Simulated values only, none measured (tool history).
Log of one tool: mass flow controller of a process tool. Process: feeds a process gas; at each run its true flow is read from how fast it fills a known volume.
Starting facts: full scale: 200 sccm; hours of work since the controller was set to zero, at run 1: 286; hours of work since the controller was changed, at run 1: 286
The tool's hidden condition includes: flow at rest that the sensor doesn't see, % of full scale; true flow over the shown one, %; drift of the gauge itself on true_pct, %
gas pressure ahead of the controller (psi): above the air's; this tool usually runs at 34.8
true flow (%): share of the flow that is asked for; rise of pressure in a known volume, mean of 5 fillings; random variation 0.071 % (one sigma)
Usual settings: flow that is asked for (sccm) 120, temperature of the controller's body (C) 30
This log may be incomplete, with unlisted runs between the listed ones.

run	hour	flow that is asked for (sccm)	gas pressure ahead of the controller (psi)	temperature of the controller's body (C)	hours of work since the controller was set to zero	hours of work since the controller was changed	true flow (%)
1	0	120	34.8	30	286	286	99.98
2	53.1	120	34.8	30	312	312	99.91
3	110.6	120	34.8	30	340	340	100.09
4	186.3	120	34.8	30	378	378	99.94
5	231.6	120	32.5	30	400	400	100.23
6	301.1	120	34.8	30	434	434	100.18
7	377.6	120	34.8	30	472	472	100.18
8	414.8	120	34.8	30	490	490	100.26
9	472.8	120	34.8	30	519	519	100.35
10	517.2	120	34.8	30	541	541	100.13
11	561.4	120	34.8	30	563	563	100.37
12	625.1	86	34.8	30	594	594	100.26
13	695.6	86	34.8	30	629	629	100.11
14	754.2	86	34.8	25	658	658	99.72
15	809.6	41	32.2	30	685	685	100.14
16	883.1	187	32.2	30	722	722	100.88
17	927.2	144	28.4	40	744	744	102.01
18	994.4	31	21.8	26	777	777	100.27
19	1046.4	53	21.9	33	802	802	101.13
20	1100.1	74	21.9	34	829	829	101.45
21	1157.4	100	28	26	857	857	100.46
22	1209.9	100	28	26	883	883	100.44
23	1277.3	120	33.5	39	916	916	101.84

Hidden state or all else? Some run-to-run changes of true flow (%), split into what the settings, what came in and random variation would give without the hidden state, and what is left for the hidden state (with any gauge scatter that isn't in both results):
Run 3 -> 4: nothing adjusted, nothing logged. true flow (%) -0.15: hidden state +0.05, all else -0.2.
Run 6 -> 7: nothing adjusted, nothing logged. true flow (%) +0: hidden state +0.06, all else -0.06.
Run 17 -> 18: flow that is asked for (sccm) 144 -> 31, gas pressure ahead of the controller (psi) 28.4 -> 21.8, temperature of the controller's body (C) 40 -> 26. true flow (%) -1.74: hidden state +0.03, all else -1.77.
Run 22 -> 23: flow that is asked for (sccm) 100 -> 120, gas pressure ahead of the controller (psi) 28 -> 33.5, temperature of the controller's body (C) 26 -> 39. true flow (%) +1.4: hidden state +0.05, all else +1.35.
